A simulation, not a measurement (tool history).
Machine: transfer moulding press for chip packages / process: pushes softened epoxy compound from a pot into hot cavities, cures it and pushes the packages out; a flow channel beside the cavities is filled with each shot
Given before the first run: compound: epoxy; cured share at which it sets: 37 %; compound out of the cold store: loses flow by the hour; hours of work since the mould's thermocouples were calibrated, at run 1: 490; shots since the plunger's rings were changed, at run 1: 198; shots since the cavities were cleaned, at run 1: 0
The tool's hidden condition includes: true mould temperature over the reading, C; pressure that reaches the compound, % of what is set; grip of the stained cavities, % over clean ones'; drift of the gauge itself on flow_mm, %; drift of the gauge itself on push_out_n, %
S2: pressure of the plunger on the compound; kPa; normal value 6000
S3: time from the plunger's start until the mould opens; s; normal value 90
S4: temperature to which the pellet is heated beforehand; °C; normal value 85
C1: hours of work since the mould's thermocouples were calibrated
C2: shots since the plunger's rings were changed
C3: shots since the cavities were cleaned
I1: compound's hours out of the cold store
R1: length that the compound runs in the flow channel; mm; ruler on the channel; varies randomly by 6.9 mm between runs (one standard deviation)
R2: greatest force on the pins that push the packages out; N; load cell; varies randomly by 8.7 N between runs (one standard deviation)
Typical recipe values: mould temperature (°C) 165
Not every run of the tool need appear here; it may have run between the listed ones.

run 1 hour=0.0 | mould_temperature_(°C)=165 S2=6000 S3=90 S4=85 | C1=490 C2=198 C3=0 | I1=37.8 | R1=885 R2=341
run 2 hour=29.0 | mould_temperature_(°C)=165 S2=6000 S3=98 S4=85 | C1=503 C2=466 C3=268 | I1=34.4 | R1=898 R2=313
-- hour=44.6 mould's thermocouples calibrated
run 3 hour=59.9 | mould_temperature_(°C)=165 S2=6000 S3=90 S4=85 | C1=7 C2=732 C3=534 | I1=10.7 | R1=1010 R2=384
-- hour=63.4 cavities cleaned with cleaning compound and waxed
run 4 hour=90.6 | mould_temperature_(°C)=165 S2=6000 S3=75 S4=85 | C1=19 C2=1002 C3=251 | I1=12.8 | R1=1010 R2=595
run 5 hour=118.4 | mould_temperature_(°C)=165 S2=6000 S3=75 S4=85 | C1=31 C2=1258 C3=507 | I1=29.5 | R1=921 R2=519
-- hour=124.8 cavities cleaned with cleaning compound and waxed
run 6 hour=149.8 | mould_temperature_(°C)=165 S2=6000 S3=75 S4=85 | C1=44 C2=1534 C3=230 | I1=45.5 | R1=859 R2=511
run 7 hour=164.6 | mould_temperature_(°C)=165 S2=6000 S3=90 S4=85 | C1=51 C2=1670 C3=366 | I1=31.5 | R1=909 R2=360
run 8 hour=181.2 | mould_temperature_(°C)=165 S2=6000 S3=90 S4=85 | C1=58 C2=1824 C3=520 | I1=26.1 | R1=954 R2=374
-- hour=186.3 cavities cleaned with cleaning compound and waxed
run 9 hour=211.2 | mould_temperature_(°C)=165 S2=4520 S3=90 S4=85 | C1=70 C2=2087 C3=230 | I1=11.2 | R1=887 R2=397
run 10 hour=237.9 | mould_temperature_(°C)=165 S2=4520 S3=90 S4=85 | C1=82 C2=2333 C3=476 | I1=39.9 | R1=760 R2=375
-- hour=248.7 cavities cleaned with cleaning compound and waxed
run 11 hour=270.7 | mould_temperature_(°C)=165 S2=4520 S3=90 S4=85 | C1=95 C2=2622 C3=204 | I1=31.1 | R1=797 R2=353
run 12 hour=299.8 | mould_temperature_(°C)=165 S2=4520 S3=90 S4=85 | C1=108 C2=2890 C3=472 | I1=31.7 | R1=787 R2=359
-- hour=310.5 cavities cleaned with cleaning compound and waxed
run 13 hour=329.5 | mould_temperature_(°C)=165 S2=6000 S3=90 S4=75 | C1=120 C2=3150 C3=176 | I1=39.4 | R1=875 R2=367
run 14 hour=356.3 | mould_temperature_(°C)=165 S2=4840 S3=90 S4=75 | C1=132 C2=3397 C3=423 | I1=32.8 | R1=823 R2=363
-- hour=364.7 plunger's sealing rings changed
-- hour=375.2 cavities cleaned with cleaning compound and waxed
run 15 hour=380.1 | mould_temperature_(°C)=171 S2=6000 S3=90 S4=79 | C1=140 C2=128 C3=45 | I1=28.2 | R1=905 R2=311
run 16 hour=403.9 | mould_temperature_(°C)=171 S2=6000 S3=90 S4=79 | C1=151 C2=347 C3=264 | I1=8.4 | R1=985 R2=309
run 17 hour=425.6 | mould_temperature_(°C)=171 S2=6000 S3=90 S4=79 | C1=160 C2=548 C3=465 | I1=38.1 | R1=861 R2=303
-- hour=438.2 cavities cleaned with cleaning compound and waxed
run 18 hour=455.2 | mould_temperature_(°C)=171 S2=6000 S3=90 S4=79 | C1=172 C2=807 C3=157 | I1=25.2 | R1=913 R2=288
run 19 hour=476.6 | mould_temperature_(°C)=165 S2=5120 S3=100 S4=91 | C1=182 C2=1004 C3=354 | I1=23.8 | R1=872 R2=319
-- hour=500.0 cavities cleaned with cleaning compound and waxed
run 20 hour=506.8 | mould_temperature_(°C)=165 S2=5940 S3=100 S4=86 | C1=194 C2=1269 C3=63 | I1=29.5 | R1=937 R2=319
run 21 hour=538.3 | mould_temperature_(°C)=165 S2=4790 S3=73 S4=85 | C1=208 C2=1559 C3=353 | I1=13.9 | R1=887 R2=629
run 22 hour=555.7 | mould_temperature_(°C)=168 S2=4790 S3=120 S4=85 | C1=215 C2=1720 C3=514 | I1=38.5 | R1=776 R2=283
-- hour=562.3 cavities cleaned with cleaning compound and waxed
run 23 hour=589.2 | mould_temperature_(°C)=168 S2=4790 S3=120 S4=85 | C1=229 C2=2015 C3=248 | I1=10.4 | R1=893 R2=285
run 24 hour=606.9 | mould_temperature_(°C)=161 S2=7360 S3=120 S4=80 | C1=237 C2=2178 C3=411 | I1=14.1 | R1=1143 R2=306
-- hour=623.9 cavities cleaned with cleaning compound and waxed
run 25 hour=633.9 | mould_temperature_(°C)=162 S2=5040 S3=115 S4=84 | C1=248 C2=2413 C3=92 | I1=27.4 | R1=869 R2=317
run 26 hour=652.5 | mould_temperature_(°C)=159 S2=5860 S3=85 S4=91 | C1=256 C2=2586 C3=265 | I1=25.3 | R1=964 R2=651
run 27 hour=672.7 | mould_temperature_(°C)=166 S2=4800 S3=85 S4=91 | C1=265 C2=2771 C3=450 | I1=24.2 | R1=846 R2=376

What if the next run were any one of these 3? Each begins from the tool's condition after run 27:
-- hour=687.0 cavities cleaned with cleaning compound and waxed
run A hour=694.1 | mould_temperature_(°C)=165 S2=5280 S3=90 S4=85 | C1=273 C2=2955 C3=65 | I1=45.7 | R1=? R2=?
-- hour=687.0 cavities cleaned with cleaning compound and waxed
run B hour=694.1 | mould_temperature_(°C)=166 S2=7330 S3=89 S4=91 | C1=273 C2=2955 C3=65 | I1=30.7 | R1=? R2=?
-- hour=687.0 cavities cleaned with cleaning compound and waxed
run C hour=694.1 | mould_temperature_(°C)=165 S2=6000 S3=90 S4=88 | C1=273 C2=2955 C3=65 | I1=41.4 | R1=? R2=?

run=A R1=795 R2=355
run=B R1=1009 R2=350
run=C R1=873 R2=357
With no hidden state in the tool, these same runs would have given:
run=A R1=796 R2=354
run=B R1=1010 R2=350
run=C R1=874 R2=356
